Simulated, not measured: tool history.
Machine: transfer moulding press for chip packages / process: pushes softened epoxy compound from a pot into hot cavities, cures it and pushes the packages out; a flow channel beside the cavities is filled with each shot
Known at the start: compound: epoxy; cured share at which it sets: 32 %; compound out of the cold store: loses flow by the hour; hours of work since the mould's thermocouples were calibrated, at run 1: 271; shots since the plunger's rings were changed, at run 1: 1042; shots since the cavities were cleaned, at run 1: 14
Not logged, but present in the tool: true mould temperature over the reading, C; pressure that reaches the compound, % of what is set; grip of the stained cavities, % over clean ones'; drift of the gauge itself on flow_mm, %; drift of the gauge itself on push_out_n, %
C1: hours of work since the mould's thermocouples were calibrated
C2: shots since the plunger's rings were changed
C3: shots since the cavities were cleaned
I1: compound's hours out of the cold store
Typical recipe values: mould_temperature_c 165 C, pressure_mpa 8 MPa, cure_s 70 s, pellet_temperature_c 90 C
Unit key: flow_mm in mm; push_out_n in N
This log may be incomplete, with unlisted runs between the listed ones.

run 1 hour=0 | mould_temperature_c=165 pressure_mpa=8 cure_s=70 pellet_temperature_c=90 | C1=271 C2=1042 C3=14 | I1=9.5 | flow_mm=912 push_out_n=269
-- hour=44.4 cavities cleaned with cleaning compound and waxed
run 2 hour=47.2 | mould_temperature_c=165 pressure_mpa=8 cure_s=70 pellet_temperature_c=90 | C1=295 C2=1594 C3=34 | I1=27.2 | flow_mm=856 push_out_n=277
run 3 hour=71.9 | mould_temperature_c=165 pressure_mpa=8 cure_s=70 pellet_temperature_c=84 | C1=308 C2=1892 C3=332 | I1=34.7 | flow_mm=837 push_out_n=280
-- hour=91.9 cavities cleaned with cleaning compound and waxed
-- hour=104.8 mould's thermocouples calibrated
run 4 hour=110.5 | mould_temperature_c=165 pressure_mpa=8 cure_s=92 pellet_temperature_c=84 | C1=3 C2=2315 C3=200 | I1=20.6 | flow_mm=883 push_out_n=201
-- hour=138.2 cavities cleaned with cleaning compound and waxed
run 5 hour=140.2 | mould_temperature_c=165 pressure_mpa=8 cure_s=92 pellet_temperature_c=84 | C1=18 C2=2656 C3=24 | I1=27.3 | flow_mm=863 push_out_n=189
run 6 hour=173.5 | mould_temperature_c=165 pressure_mpa=8 cure_s=92 pellet_temperature_c=84 | C1=35 C2=3059 C3=427 | I1=26.8 | flow_mm=863 push_out_n=195
-- hour=182.9 cavities cleaned with cleaning compound and waxed
run 7 hour=220.2 | mould_temperature_c=165 pressure_mpa=8 cure_s=70 pellet_temperature_c=90 | C1=58 C2=3605 C3=451 | I1=44.2 | flow_mm=816 push_out_n=271
-- hour=227.6 cavities cleaned with cleaning compound and waxed
run 8 hour=251.3 | mould_temperature_c=165 pressure_mpa=8 cure_s=70 pellet_temperature_c=90 | C1=74 C2=3962 C3=286 | I1=38 | flow_mm=827 push_out_n=271
-- hour=272.5 plunger's sealing rings changed
-- hour=277.7 cavities cleaned with cleaning compound and waxed
run 9 hour=277.8 | mould_temperature_c=167 pressure_mpa=8 cure_s=70 pellet_temperature_c=90 | C1=85 C2=47 C3=2 | I1=31 | flow_mm=838 push_out_n=239
run 10 hour=312.4 | mould_temperature_c=165 pressure_mpa=7.98 cure_s=65 pellet_temperature_c=90 | C1=103 C2=465 C3=420 | I1=47.6 | flow_mm=795 push_out_n=324
-- hour=322.9 cavities cleaned with cleaning compound and waxed
-- hour=367.2 cavities cleaned with cleaning compound and waxed
run 11 hour=367.2 | mould_temperature_c=165 pressure_mpa=7.98 cure_s=65 pellet_temperature_c=90 | C1=130 C2=1090 C3=0 | I1=11.5 | flow_mm=896 push_out_n=360
run 12 hour=392.8 | mould_temperature_c=165 pressure_mpa=8 cure_s=70 pellet_temperature_c=83 | C1=144 C2=1399 C3=309 | I1=33.7 | flow_mm=838 push_out_n=287
-- hour=412.1 cavities cleaned with cleaning compound and waxed
run 13 hour=439.5 | mould_temperature_c=165 pressure_mpa=8 cure_s=70 pellet_temperature_c=83 | C1=167 C2=1945 C3=332 | I1=38.6 | flow_mm=827 push_out_n=285
-- hour=457.2 cavities cleaned with cleaning compound and waxed
run 14 hour=486.6 | mould_temperature_c=169 pressure_mpa=6.2 cure_s=63 pellet_temperature_c=83 | C1=191 C2=2496 C3=356 | I1=29.3 | flow_mm=736 push_out_n=287
-- hour=501.8 cavities cleaned with cleaning compound and waxed
run 15 hour=515.9 | mould_temperature_c=169 pressure_mpa=6.2 cure_s=63 pellet_temperature_c=83 | C1=205 C2=2831 C3=170 | I1=12.5 | flow_mm=779 push_out_n=295
-- hour=545.9 cavities cleaned with cleaning compound and waxed
run 16 hour=545.9 | mould_temperature_c=167 pressure_mpa=8 cure_s=70 pellet_temperature_c=90 | C1=220 C2=3176 C3=0 | I1=19.6 | flow_mm=873 push_out_n=255
-- hour=590.7 cavities cleaned with cleaning compound and waxed
run 17 hour=593.2 | mould_temperature_c=167 pressure_mpa=8 cure_s=70 pellet_temperature_c=90 | C1=244 C2=3729 C3=31 | I1=12.5 | flow_mm=890 push_out_n=252

Forecast each of these 3 alternatives for the next run:
-- hour=631.2 plunger's sealing rings changed
run A hour=633.1 | mould_temperature_c=165 pressure_mpa=8 cure_s=70 pellet_temperature_c=80 | C1=263 C2=23 C3=483 | I1=10.1 | flow_mm=? push_out_n=?
-- hour=631.2 plunger's sealing rings changed
run B hour=633.1 | mould_temperature_c=165 pressure_mpa=8 cure_s=70 pellet_temperature_c=98 | C1=263 C2=23 C3=483 | I1=31 | flow_mm=? push_out_n=?
-- hour=631.2 plunger's sealing rings changed
run C hour=633.1 | mould_temperature_c=165 pressure_mpa=7.11 cure_s=70 pellet_temperature_c=90 | C1=263 C2=23 C3=483 | I1=44.3 | flow_mm=? push_out_n=?

run=A flow_mm=900 push_out_n=307
run=B flow_mm=841 push_out_n=268
run=C flow_mm=765 push_out_n=268
With no hidden state in the tool, these same runs would have given:
run=A flow_mm=900 push_out_n=303
run=B flow_mm=841 push_out_n=264
run=C flow_mm=765 push_out_n=264
